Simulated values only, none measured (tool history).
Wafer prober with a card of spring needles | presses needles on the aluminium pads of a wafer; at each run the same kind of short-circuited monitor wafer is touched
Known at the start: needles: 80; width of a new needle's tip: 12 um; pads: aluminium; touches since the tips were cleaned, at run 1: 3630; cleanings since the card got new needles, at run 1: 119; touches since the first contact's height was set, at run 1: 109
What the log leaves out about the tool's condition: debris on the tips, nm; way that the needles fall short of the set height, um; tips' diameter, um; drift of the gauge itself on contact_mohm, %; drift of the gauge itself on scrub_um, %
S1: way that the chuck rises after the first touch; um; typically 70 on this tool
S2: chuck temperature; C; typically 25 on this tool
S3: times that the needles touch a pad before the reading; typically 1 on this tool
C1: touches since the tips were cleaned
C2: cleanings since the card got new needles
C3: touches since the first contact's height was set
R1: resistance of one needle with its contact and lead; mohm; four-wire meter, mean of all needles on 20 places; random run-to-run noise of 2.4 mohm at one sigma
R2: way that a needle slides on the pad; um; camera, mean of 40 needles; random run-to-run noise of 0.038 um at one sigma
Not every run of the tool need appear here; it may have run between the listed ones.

run 1 hour=0 | S1=70 S2=25 S3=1 | C1=3630 C2=119 C3=109 | R1=340 R2=18.15
-- hour=8.3 tips cleaned on abrasive film
-- hour=27.8 tips cleaned on abrasive film
run 2 hour=37.7 | S1=70 S2=25 S3=1 | C1=4263 C2=121 C3=16200 | R1=354 R2=18.19
-- hour=46 tips cleaned on abrasive film
-- hour=64.6 tips cleaned on abrasive film
run 3 hour=80.1 | S1=70 S2=25 S3=1 | C1=6624 C2=123 C3=34302 | R1=354 R2=18.03
-- hour=83.1 tips cleaned on abrasive film
-- hour=103.2 tips cleaned on abrasive film
run 4 hour=117.8 | S1=70 S2=25 S3=1 | C1=6293 C2=125 C3=50434 | R1=354 R2=17.98
-- hour=122 tips cleaned on abrasive film
-- hour=141.4 tips cleaned on abrasive film
-- hour=161.4 tips cleaned on abrasive film
run 5 hour=167 | S1=70 S2=25 S3=2 | C1=2381 C2=128 C3=71391 | R1=311 R2=17.98
-- hour=179.4 tips cleaned on abrasive film
-- hour=199.3 tips cleaned on abrasive film
-- hour=218.3 tips cleaned on abrasive film
-- hour=238.2 tips cleaned on abrasive film
run 6 hour=239.5 | S1=70 S2=25 S3=2 | C1=556 C2=132 C3=102366 | R1=292 R2=17.91
-- hour=256.1 tips cleaned on abrasive film
-- hour=274.8 tips cleaned on abrasive film
run 7 hour=287.8 | S1=87 S2=25 S3=2 | C1=5593 C2=134 C3=122989 | R1=306 R2=22.19
-- hour=292 tips cleaned on abrasive film
-- hour=296.4 height of the first contact set anew
-- hour=312.8 tips cleaned on abrasive film
-- hour=332.1 tips cleaned on abrasive film
run 8 hour=342.4 | S1=87 S2=25 S3=2 | C1=4416 C2=137 C3=19675 | R1=302 R2=22.54
-- hour=350.2 tips cleaned on abrasive film
-- hour=369.9 tips cleaned on abrasive film
run 9 hour=376.8 | S1=70 S2=25 S3=1 | C1=2957 C2=139 C3=34345 | R1=350 R2=18.09
-- hour=388.2 tips cleaned on abrasive film
-- hour=407.9 tips cleaned on abrasive film
run 10 hour=410.1 | S1=70 S2=25 S3=1 | C1=923 C2=141 C3=48542 | R1=313 R2=18.02
-- hour=425.3 tips cleaned on abrasive film
-- hour=429.2 tips cleaned on abrasive film, once more
run 11 hour=439.9 | S1=70 S2=25 S3=1 | C1=4578 C2=143 C3=61256 | R1=360 R2=17.92
-- hour=448.2 tips cleaned on abrasive film
-- hour=468.3 tips cleaned on abrasive film
run 12 hour=483 | S1=70 S2=32 S3=1 | C1=6313 C2=145 C3=79681 | R1=365 R2=17.89
-- hour=487.2 tips cleaned on abrasive film
-- hour=506.4 tips cleaned on abrasive film
run 13 hour=517.3 | S1=70 S2=32 S3=1 | C1=4667 C2=147 C3=94305 | R1=358 R2=17.91
-- hour=525.6 tips cleaned on abrasive film
-- hour=546.2 tips cleaned on abrasive film
-- hour=564.2 tips cleaned on abrasive film
run 14 hour=564.2 | S1=70 S2=25 S3=1 | C1=0 C2=150 C3=114304 | R1=282 R2=17.85
-- hour=584.2 tips cleaned on abrasive film
-- hour=592.6 height of the first contact set anew
-- hour=603.9 tips cleaned on abrasive film
-- hour=624.5 tips cleaned on abrasive film
run 15 hour=634.1 | S1=70 S2=25 S3=1 | C1=4122 C2=153 C3=17750 | R1=358 R2=18.09
-- hour=642.4 tips cleaned on abrasive film
-- hour=661.3 tips cleaned on abrasive film
-- hour=681.9 tips cleaned on abrasive film
-- hour=702.2 tips cleaned on abrasive film
run 16 hour=703 | S1=70 S2=25 S3=1 | C1=322 C2=157 C3=47134 | R1=294 R2=18
-- hour=719.2 tips cleaned on abrasive film
-- hour=739.2 tips cleaned on abrasive film
run 17 hour=749.8 | S1=70 S2=25 S3=1 | C1=4556 C2=159 C3=67137 | R1=359 R2=17.89

The next listed run, before its measurement:
-- hour=757.8 tips cleaned on abrasive film
-- hour=776.7 tips cleaned on abrasive film
-- hour=795.8 tips cleaned on abrasive film
-- hour=814.7 tips cleaned on abrasive film
run 18 hour=817.8 | S1=84 S2=36 S3=2 | C1=1329 C2=163 C3=96174 | R1=? R2=?

Run 18 yielded R1 293 mohm, R2 21.48 um.
Were there no unlogged condition in the tool, this run, its random variation unchanged, would have produced R1 265 mohm, R2 21.73 um.
